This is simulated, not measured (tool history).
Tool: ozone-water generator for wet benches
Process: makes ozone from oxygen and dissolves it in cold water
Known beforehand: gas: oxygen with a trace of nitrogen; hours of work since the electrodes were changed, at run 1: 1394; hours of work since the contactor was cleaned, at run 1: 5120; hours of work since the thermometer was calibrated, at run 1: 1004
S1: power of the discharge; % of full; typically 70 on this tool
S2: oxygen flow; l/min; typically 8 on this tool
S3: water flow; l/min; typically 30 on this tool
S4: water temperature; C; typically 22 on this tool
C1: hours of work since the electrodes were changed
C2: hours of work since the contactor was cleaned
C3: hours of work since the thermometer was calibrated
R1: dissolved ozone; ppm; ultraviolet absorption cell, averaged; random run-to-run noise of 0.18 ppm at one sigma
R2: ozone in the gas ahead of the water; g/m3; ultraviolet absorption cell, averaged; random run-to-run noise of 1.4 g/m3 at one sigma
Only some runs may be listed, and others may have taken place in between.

run,hour,S1,S2,S3,S4,C1,C2,C3,R1,R2
1,0,70,8,30,22,1394,5120,1004,25.5,258.8
2,90.4,70,8,30,22,1459,5185,1069,25.3,259.7
3,152.8,70,8,30,22,1504,5230,1114,25.5,262.2
4,211.9,69,8,30,22,1546,5272,1156,24.9,256.3
5,273.5,70,8.27,30,22,1590,5317,1201,25.4,255.8
6,351.2,70,8,30,22,1646,5373,1256,25.5,259.9
7,418.5,70,8,30,22,1695,5421,1305,25.5,259.2
8,495.4,70,8,30,22,1750,5476,1360,25.5,259.9
9,572.2,70,8,23,22,1805,5531,1415,31,260.2
10,631.9,70,8,23,22,1848,5574,1458,31.1,258.5
11,679.1,70,8,30,19,1882,5608,1492,26.8,262.9
12,742.4,70,8,30,19,1927,5654,1538,26.6,259.9
13,787.2,70,8,30,19,1960,5686,1570,26.6,258.7
14,844.4,74,8,30,19,2001,5727,1611,27.8,274
15,923.5,74,8,30,19,2058,5784,1668,27.8,274.6
16,994.1,74,8,30,19,2108,5835,1718,27.7,274.4
17,1082.4,74,8,30,19,2172,5898,1782,28.3,275.7
18,1175.5,74,13.82,30,19,2239,5965,1849,28.8,216.7
19,1231.5,70,6.97,30,22,2279,6005,1889,24.9,279.1
20,1297.2,70,6.97,22,30,2326,6052,1936,27.8,278.1
21,1354.8,53,6.97,27,30,2368,6094,1978,18.8,219.8
22,1455.1,62,8,46,19,2440,6166,2050,16.1,236.1
23,1557.6,70,10.65,30,28,2513,6240,2124,23,230.7
24,1622,70,10.65,30,28,2560,6286,2170,23.4,232.8
25,1690.7,59,10.8,45,17,2609,6335,2219,17.2,199
26,1757.4,70,8,30,14,2657,6383,2267,29,264.1
27,1854,70,8,30,14,2726,6453,2336,28.6,264.3
28,1956.1,54,7.6,27,22,2800,6526,2410,22.1,214.6
29,2030.9,48,6.23,24,14,2853,6580,2464,24.1,213.7
30,2130.7,48,6.23,24,14,2925,6651,2535,23.8,210.9
31,2218.3,55,6.76,26,20,2988,6714,2598,23.7,230
32,2269.9,55,6.76,26,20,3025,6752,2635,23.3,229.7
33,2344.6,84,12.04,37,14,3079,6805,2689,29.7,258.4

4 options for the next run, each taken on its own from the tool as it stands now. Forecast them:
A,2441,70,8,30,29,3148,6875,2758,?,?
B,2441,97,8,30,22,3148,6875,2758,?,?
C,2441,84,12.04,42,14,3148,6875,2758,?,?
D,2441,86,12.04,18,14,3148,6875,2758,?,?

run,R1,R2
A,22.8,266.9
B,33.6,352.4
C,26.5,258.5
D,49.9,266.6
The same runs, with their run-to-run variation unchanged, on a tool lacking any hidden condition would have given:
run,R1,R2
A,22.8,260.9
B,33.6,344.5
C,26.6,252.8
D,49.9,260.7

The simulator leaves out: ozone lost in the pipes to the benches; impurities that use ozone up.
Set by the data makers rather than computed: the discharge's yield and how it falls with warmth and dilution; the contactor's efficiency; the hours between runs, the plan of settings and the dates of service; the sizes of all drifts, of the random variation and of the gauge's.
